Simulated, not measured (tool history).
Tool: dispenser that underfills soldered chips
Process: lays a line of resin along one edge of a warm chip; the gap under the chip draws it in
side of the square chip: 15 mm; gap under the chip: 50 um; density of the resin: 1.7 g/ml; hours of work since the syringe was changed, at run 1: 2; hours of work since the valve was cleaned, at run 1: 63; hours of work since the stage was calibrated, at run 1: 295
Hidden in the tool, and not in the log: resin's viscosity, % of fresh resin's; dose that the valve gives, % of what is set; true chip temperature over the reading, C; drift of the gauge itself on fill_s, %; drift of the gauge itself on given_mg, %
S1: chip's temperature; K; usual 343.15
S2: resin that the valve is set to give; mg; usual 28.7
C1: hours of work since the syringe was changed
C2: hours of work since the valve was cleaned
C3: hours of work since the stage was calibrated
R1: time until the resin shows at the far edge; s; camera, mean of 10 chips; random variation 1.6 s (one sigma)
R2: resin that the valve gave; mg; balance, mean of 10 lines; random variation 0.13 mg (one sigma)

| run | hour | S1 | S2 | C1 | C2 | C3 | R1 | R2 |
|---|---|---|---|---|---|---|---|---|
| 1 | 0 | 343.15 | 28.7 | 2 | 63 | 295 | 163.9 | 27.65 |
|  | 8.8 | new syringe of resin |
| 2 | 14.5 | 343.15 | 28.7 | 4 | 72 | 304 | 177.1 | 27.36 |
|  | 20.2 | new syringe of resin |
|  | 24.8 | dispensing valve cleaned and set on the balance |
| 3 | 30.6 | 343.15 | 28.7 | 6 | 4 | 313 | 189.3 | 28.56 |
|  | 32.6 | new syringe of resin |
| 4 | 42.7 | 343.15 | 28.7 | 6 | 11 | 320 | 193.6 | 28.5 |
|  | 44.3 | new syringe of resin |
| 5 | 52.8 | 343.15 | 28.7 | 5 | 17 | 326 | 187 | 28.47 |
|  | 55.5 | new syringe of resin |
|  | 66.3 | new syringe of resin |
| 6 | 67.4 | 343.15 | 28.7 | 1 | 26 | 335 | 158.6 | 28.05 |
|  | 77.4 | new syringe of resin |
| 7 | 80.6 | 343.15 | 28.7 | 2 | 34 | 343 | 165.4 | 27.96 |
|  | 88.2 | new syringe of resin |
| 8 | 95.4 | 330.15 | 28.7 | 4 | 43 | 352 | 282.7 | 27.65 |
|  | 99.8 | new syringe of resin |
| 9 | 102.9 | 343.15 | 28.7 | 2 | 47 | 357 | 162.5 | 27.85 |
|  | 110.8 | new syringe of resin |
| 10 | 111.3 | 343.15 | 28.7 | 0 | 52 | 362 | 150.1 | 27.67 |
| 11 | 118.6 | 343.15 | 28.7 | 5 | 57 | 366 | 180.2 | 27.61 |
|  | 121.8 | new syringe of resin |
| 12 | 128 | 343.15 | 34.8 | 4 | 63 | 372 | 168.7 | 33.22 |
|  | 132.6 | new syringe of resin |
| 13 | 138.7 | 343.15 | 28.7 | 4 | 69 | 378 | 179.6 | 27.53 |
|  | 144.4 | new syringe of resin |
|  | 153.2 | dispensing valve cleaned and set on the balance |
| 14 | 154.1 | 343.15 | 28.7 | 5 | 1 | 387 | 181.1 | 28.85 |
|  | 156.4 | new syringe of resin |
|  | 165.7 | stage's temperature calibrated |
| 15 | 167.7 | 343.15 | 28.7 | 6 | 8 | 1 | 205.4 | 28.53 |
|  | 169.4 | new syringe of resin |
| 16 | 178.7 | 343.15 | 28.7 | 6 | 15 | 8 | 202.1 | 28.45 |
|  | 180.3 | new syringe of resin |
| 17 | 185.4 | 343.15 | 28.7 | 3 | 19 | 12 | 183.4 | 28.43 |
|  | 192 | new syringe of resin |
| 18 | 197.2 | 337.15 | 27 | 3 | 26 | 19 | 222.5 | 26.43 |
|  | 203.2 | new syringe of resin |
| 19 | 208.6 | 347.15 | 36.7 | 3 | 33 | 26 | 158 | 35.69 |
|  | 214.3 | new syringe of resin |
| 20 | 223 | 338.15 | 28.7 | 5 | 42 | 35 | 236.5 | 27.99 |
|  | 225.2 | new syringe of resin |
| 21 | 233.4 | 338.15 | 28.7 | 5 | 48 | 41 | 231.6 | 28.03 |
|  | 236.9 | new syringe of resin |
|  | 247.7 | new syringe of resin |
| 22 | 248.2 | 338.15 | 28.7 | 0 | 57 | 50 | 193.6 | 27.6 |
|  | 259.4 | new syringe of resin |
| 23 | 259.5 | 338.15 | 28.7 | 0 | 64 | 57 | 190.4 | 27.42 |
| 24 | 267 | 353.15 | 29.3 | 5 | 68 | 61 | 145.3 | 28.12 |
|  | 270.8 | new syringe of resin |
| 25 | 280.6 | 343.15 | 29.9 | 6 | 77 | 70 | 197.1 | 28.54 |
|  | 281.6 | new syringe of resin |
|  | 283.2 | dispensing valve cleaned and set on the balance |
| 26 | 291.8 | 346.15 | 35.6 | 6 | 5 | 76 | 173.7 | 35.58 |
|  | 293.6 | new syringe of resin |
| 27 | 301.7 | 346.15 | 35.6 | 5 | 11 | 82 | 171.4 | 35.7 |
|  | 305.3 | new syringe of resin |
| 28 | 310.4 | 333.15 | 29.7 | 3 | 17 | 87 | 250.6 | 29.5 |
|  | 316.3 | new syringe of resin |
| 29 | 317.9 | 347.15 | 32 | 1 | 21 | 91 | 142.3 | 31.4 |
| 30 | 326.6 | 329.15 | 24.9 | 6 | 26 | 97 | 334.8 | 24.41 |
|  | 327.9 | new syringe of resin |
| 31 | 336.4 | 343.15 | 25 | 5 | 32 | 103 | 201.4 | 24.74 |
|  | 339.1 | new syringe of resin |
| 32 | 345.4 | 334.15 | 27 | 4 | 38 | 108 | 247.5 | 26.52 |
|  | 350.6 | new syringe of resin |
| 33 | 351.7 | 334.15 | 27 | 1 | 41 | 112 | 224.4 | 26.4 |
| 34 | 358.6 | 357.15 | 34.2 | 5 | 46 | 116 | 123.9 | 33.14 |

Some steps in R1 between neighbouring runs. How much of each would the tool show without its hidden state too (settings, what came in, random variation), and how much is left for the hidden state, with any gauge scatter that isn't in both results?
Run 8 -> 9: S1 330.15 -> 343.15, new syringe of resin. R1 -120.2 s: hidden state -29.4, all else -90.8.
Run 21 -> 22: new syringe of resin, new syringe of resin. R1 -38 s: hidden state -36.3, all else -1.7.
Run 29 -> 30: S1 347.15 -> 329.15, S2 32 -> 24.9. R1 +192.5 s: hidden state +64.7, all else +127.8.
Run 30 -> 31: S1 329.15 -> 343.15, S2 24.9 -> 25, new syringe of resin. R1 -133.4 s: hidden state -32, all else -101.4.
